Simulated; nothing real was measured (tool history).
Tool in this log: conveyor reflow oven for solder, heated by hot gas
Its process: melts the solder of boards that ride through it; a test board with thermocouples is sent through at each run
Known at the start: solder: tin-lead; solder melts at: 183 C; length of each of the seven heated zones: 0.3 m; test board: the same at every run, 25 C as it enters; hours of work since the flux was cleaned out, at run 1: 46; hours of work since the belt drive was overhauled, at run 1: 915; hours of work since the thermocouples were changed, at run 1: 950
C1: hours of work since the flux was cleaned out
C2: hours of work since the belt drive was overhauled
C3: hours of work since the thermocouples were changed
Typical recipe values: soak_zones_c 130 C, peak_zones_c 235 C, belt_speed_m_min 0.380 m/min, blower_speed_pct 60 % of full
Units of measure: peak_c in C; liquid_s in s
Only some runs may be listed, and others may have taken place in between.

{"run": 1, "hour": 0.0, "soak_zones_c": 130, "peak_zones_c": 235, "belt_speed_m_min": 0.38, "blower_speed_pct": 60, "C1": 46, "C2": 915, "C3": 950, "peak_c": 210.2, "liquid_s": 60.2}
{"run": 2, "hour": 29.6, "soak_zones_c": 130, "peak_zones_c": 235, "belt_speed_m_min": 0.38, "blower_speed_pct": 60, "C1": 58, "C2": 927, "C3": 962, "peak_c": 210.2, "liquid_s": 60.1}
{"run": 3, "hour": 77.0, "soak_zones_c": 130, "peak_zones_c": 235, "belt_speed_m_min": 0.386, "blower_speed_pct": 60, "C1": 77, "C2": 946, "C3": 981, "peak_c": 208.8, "liquid_s": 57.7}
{"run": 4, "hour": 124.7, "soak_zones_c": 130, "peak_zones_c": 235, "belt_speed_m_min": 0.386, "blower_speed_pct": 60, "C1": 96, "C2": 965, "C3": 1000, "peak_c": 208.4, "liquid_s": 57.5}
{"run": 5, "hour": 172.5, "soak_zones_c": 130, "peak_zones_c": 235, "belt_speed_m_min": 0.386, "blower_speed_pct": 60, "C1": 116, "C2": 984, "C3": 1019, "peak_c": 208.8, "liquid_s": 57.6}
{"run": 6, "hour": 215.5, "soak_zones_c": 130, "peak_zones_c": 235, "belt_speed_m_min": 0.386, "blower_speed_pct": 60, "C1": 133, "C2": 1002, "C3": 1037, "peak_c": 207.7, "liquid_s": 57.7}
{"run": 7, "hour": 259.8, "soak_zones_c": 118, "peak_zones_c": 235, "belt_speed_m_min": 0.38, "blower_speed_pct": 60, "C1": 151, "C2": 1020, "C3": 1055, "peak_c": 205.8, "liquid_s": 50.4}
{"run": 8, "hour": 288.9, "soak_zones_c": 130, "peak_zones_c": 235, "belt_speed_m_min": 0.38, "blower_speed_pct": 60, "C1": 163, "C2": 1032, "C3": 1067, "peak_c": 207.6, "liquid_s": 57.6}
{"run": 9, "hour": 317.0, "soak_zones_c": 130, "peak_zones_c": 235, "belt_speed_m_min": 0.38, "blower_speed_pct": 60, "C1": 174, "C2": 1043, "C3": 1078, "peak_c": 208.0, "liquid_s": 58.4}
{"run": 10, "hour": 350.4, "soak_zones_c": 127, "peak_zones_c": 235, "belt_speed_m_min": 0.38, "blower_speed_pct": 52, "C1": 188, "C2": 1056, "C3": 1091, "peak_c": 206.5, "liquid_s": 52.6}
{"hour": 359.0, "done": "belt drive overhauled, speed set with a stopwatch"}
{"hour": 406.5, "done": "thermocouples of zones 6 and 7 changed"}
{"run": 11, "hour": 407.5, "soak_zones_c": 127, "peak_zones_c": 235, "belt_speed_m_min": 0.38, "blower_speed_pct": 52, "C1": 208, "C2": 19, "C3": 0, "peak_c": 208.8, "liquid_s": 57.3}
{"run": 12, "hour": 440.0, "soak_zones_c": 127, "peak_zones_c": 235, "belt_speed_m_min": 0.38, "blower_speed_pct": 52, "C1": 221, "C2": 32, "C3": 14, "peak_c": 207.7, "liquid_s": 56.9}
{"run": 13, "hour": 475.0, "soak_zones_c": 130, "peak_zones_c": 235, "belt_speed_m_min": 0.439, "blower_speed_pct": 60, "C1": 236, "C2": 46, "C3": 28, "peak_c": 205.4, "liquid_s": 44.7}
{"hour": 496.9, "done": "belt drive overhauled, speed set with a stopwatch, once more"}
{"run": 14, "hour": 516.5, "soak_zones_c": 132, "peak_zones_c": 235, "belt_speed_m_min": 0.439, "blower_speed_pct": 60, "C1": 251, "C2": 8, "C3": 43, "peak_c": 202.7, "liquid_s": 41.3}
{"run": 15, "hour": 558.5, "soak_zones_c": 132, "peak_zones_c": 235, "belt_speed_m_min": 0.439, "blower_speed_pct": 60, "C1": 268, "C2": 25, "C3": 60, "peak_c": 203.4, "liquid_s": 41.7}
{"run": 16, "hour": 603.0, "soak_zones_c": 132, "peak_zones_c": 235, "belt_speed_m_min": 0.439, "blower_speed_pct": 60, "C1": 286, "C2": 43, "C3": 78, "peak_c": 203.4, "liquid_s": 40.4}

For run 17, what comes out?
{"run": 17, "hour": 631.1, "soak_zones_c": 132, "peak_zones_c": 246, "belt_speed_m_min": 0.375, "blower_speed_pct": 60, "C1": 297, "C2": 54, "C3": 89, "peak_c": "?", "liquid_s": "?"}

{"run 17": {"peak_c": 218.0, "liquid_s": 70.4}}
Take away the tool's hidden state, keep the run-to-run variation as it was, and the same run would have given peak_c 222.4 C, liquid_s 75.1 s.

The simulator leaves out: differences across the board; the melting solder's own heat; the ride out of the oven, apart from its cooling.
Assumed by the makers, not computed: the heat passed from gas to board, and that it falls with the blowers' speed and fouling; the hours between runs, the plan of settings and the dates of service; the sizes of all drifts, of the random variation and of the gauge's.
